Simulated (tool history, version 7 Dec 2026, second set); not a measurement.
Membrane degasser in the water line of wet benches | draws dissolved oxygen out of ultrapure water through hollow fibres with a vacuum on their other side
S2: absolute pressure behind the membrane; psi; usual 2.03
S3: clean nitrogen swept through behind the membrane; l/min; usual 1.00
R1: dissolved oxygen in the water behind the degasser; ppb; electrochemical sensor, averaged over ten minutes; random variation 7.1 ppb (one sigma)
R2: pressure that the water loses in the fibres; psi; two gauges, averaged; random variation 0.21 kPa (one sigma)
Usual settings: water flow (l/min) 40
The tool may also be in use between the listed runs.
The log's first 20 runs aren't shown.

{"run": 21, "hour": 656.0, "water flow (l/min)": 33, "S2": 2.1, "S3": 2.62, "R1": 379.0, "R2": 5.758}
{"run": 22, "hour": 679.0, "water flow (l/min)": 33, "S2": 2.1, "S3": 2.62, "R1": 379.6, "R2": 5.757}
{"run": 23, "hour": 728.2, "water flow (l/min)": 33, "S2": 2.1, "S3": 2.62, "R1": 374.8, "R2": 5.755}
{"run": 24, "hour": 771.2, "water flow (l/min)": 29, "S2": 2.45, "S3": 0.83, "R1": 920.7, "R2": 5.04}
{"run": 25, "hour": 800.5, "water flow (l/min)": 49, "S2": 1.91, "S3": 0.83, "R1": 1115.8, "R2": 8.549}
{"run": 26, "hour": 836.0, "water flow (l/min)": 49, "S2": 1.91, "S3": 0.83, "R1": 1105.6, "R2": 8.546}
{"run": 27, "hour": 882.9, "water flow (l/min)": 40, "S2": 2.94, "S3": 0.77, "R1": 1521.4, "R2": 7.031}
{"run": 28, "hour": 911.5, "water flow (l/min)": 40, "S2": 2.94, "S3": 0.77, "R1": 1510.7, "R2": 7.024}
{"hour": 921.8, "done": "vacuum gauge calibrated"}
{"run": 29, "hour": 954.0, "water flow (l/min)": 58, "S2": 5.0, "S3": 0.52, "R1": 3616.5, "R2": 10.096}
{"run": 30, "hour": 977.8, "water flow (l/min)": 30, "S2": 5.0, "S3": 0.46, "R1": 2749.8, "R2": 5.262}
{"run": 31, "hour": 1002.0, "water flow (l/min)": 33, "S2": 2.54, "S3": 1.0, "R1": 956.3, "R2": 5.767}
{"run": 32, "hour": 1043.1, "water flow (l/min)": 38, "S2": 3.42, "S3": 0.53, "R1": 2109.1, "R2": 6.615}

4 ways to go on from here, each from the tool as it stands after run 32. What would each give?
{"run": "A", "hour": 1092.7, "water flow (l/min)": 37, "S2": 2.78, "S3": 0.93, "R1": "?", "R2": "?"}
{"run": "B", "hour": 1092.7, "water flow (l/min)": 34, "S2": 4.71, "S3": 0.53, "R1": "?", "R2": "?"}
{"run": "C", "hour": 1092.7, "water flow (l/min)": 38, "S2": 5.0, "S3": 0.72, "R1": "?", "R2": "?"}
{"run": "D", "hour": 1092.7, "water flow (l/min)": 35, "S2": 2.86, "S3": 0.51, "R1": "?", "R2": "?"}

run=A R1=1194.2 R2=6.456
run=B R1=2574.8 R2=5.928
run=C R1=2415.4 R2=6.663
run=D R1=1727.5 R2=6.126
Without the tool's hidden state the same runs would have given:
run=A R1=1194.2 R2=6.454
run=B R1=2574.8 R2=5.928
run=C R1=2415.3 R2=6.662
run=D R1=1727.5 R2=6.125

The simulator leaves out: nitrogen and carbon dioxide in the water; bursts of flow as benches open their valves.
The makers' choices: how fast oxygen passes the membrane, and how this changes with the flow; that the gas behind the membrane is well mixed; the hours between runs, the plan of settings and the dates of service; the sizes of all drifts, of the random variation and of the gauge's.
